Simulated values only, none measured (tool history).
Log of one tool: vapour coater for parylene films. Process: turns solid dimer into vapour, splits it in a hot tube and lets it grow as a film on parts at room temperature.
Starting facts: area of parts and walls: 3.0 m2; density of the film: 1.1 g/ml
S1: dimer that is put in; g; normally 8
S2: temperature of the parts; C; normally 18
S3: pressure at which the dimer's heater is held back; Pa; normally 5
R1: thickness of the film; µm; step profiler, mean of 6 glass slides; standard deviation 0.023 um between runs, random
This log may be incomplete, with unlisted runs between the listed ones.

run   hour  S1  S2     S3    R1
  1      0   8  18      5  1.47
  2     24   8  18      5  1.45
  3   50.9   8  18      5  1.42
  4   70.4   8  18      5  1.38
  5   91.7   8  18      5  1.45
  6  106.9   8  18   2.25  1.62
  7  129.1   8  18   2.25  1.55
  8  145.9   8  18   2.25  1.55
  9  173.9   8  22      5  1.26
 10  197.8   8  22      5   1.2
 11  225.6   6  18      5     1
 12  245.5   6  18      5  0.98
 13  263.1   6  18      5  0.99
 14  282.1   6  18      5  0.99
     299.5  -- trap's valve overhauled
 15  312.1   6  18      5  1.04
 16  323.6   6  18      5  1.06
 17  343.8   6  18      5  1.04
 18  359.6   8  18      5  1.41
 19  380.6   8  18      5  1.35
 20    400   8  18      5  1.39
 21    419   8  18      5  1.38
 22    445   8  18      5  1.37
 23  472.4   8  18      5  1.35
 24  484.6   8  18      5  1.35
 25  506.5  13  13   3.57  2.53
 26  527.9  13  13   3.57  2.53
 27  545.3   4  13   5.54  0.76
 28  571.3   8  25   3.94   1.2
 29  584.5   8  25   3.94   1.2
     599.2  -- trap's valve overhauled
 30  611.9   8  25   3.94  1.31
 31  625.9  10  25   4.58  1.57
 32  645.6  10  25   4.58  1.58
 33  661.2   9  20   3.94  1.59
 34  680.3   3  16   9.14   0.5
 35  706.3  12  17   8.15  1.92
 36  733.6   5  14   9.38  0.82
 37  750.5   3  24   3.75  0.44
 38  773.4  12  22    5.3  1.85
 39  786.9  12  29   3.86  1.78
     798.8  -- table's thermometer calibrated
 40    809  10  22   2.86   1.7
 41  820.6  10  22   2.86  1.74
 42  837.4  13  26  11.01  1.64
 43  854.7  13  18  11.01  1.86
 44  875.9  13  18  11.01  1.88
       899  -- trap's valve overhauled
 45    899   6  19      5   1.1
 46  922.1  12  24   2.86  2.14
 47  943.8   8  17      5  1.47
 48  963.8   8  18    4.5  1.43

Difference, measured minus no-hidden-state, one row per run. Run-to-run variation is common to both terms; the gauge's own scatter need not be:
Hidden state present: vapour lost through the trap's worn valve, %; true temperature of the parts over the reading, C; drift of the gauge itself on film_um, %.
run     R1
  1  -0.02
  2  -0.03
  3  -0.04
  4  -0.05
  5  -0.06
  6  -0.07
  7  -0.09
  8   -0.1
  9   -0.1
 10  -0.11
 11   -0.1
 12  -0.11
 13   -0.1
 14  -0.11
 15  -0.02
 16  -0.03
 17  -0.04
 18  -0.06
 19  -0.07
 20  -0.07
 21  -0.08
 22   -0.1
 23  -0.11
 24  -0.12
 25  -0.24
 26  -0.26
 27  -0.08
 28  -0.15
 29  -0.15
 30  -0.04
 31  -0.06
 32  -0.06
 33  -0.08
 34  -0.03
 35  -0.13
 36  -0.06
 37  -0.04
 38  -0.17
 39  -0.17
 40  -0.14
 41  -0.15
 42  -0.15
 43  -0.19
 44   -0.2
 45     +0
 46  -0.02
 47  -0.02
 48  -0.04
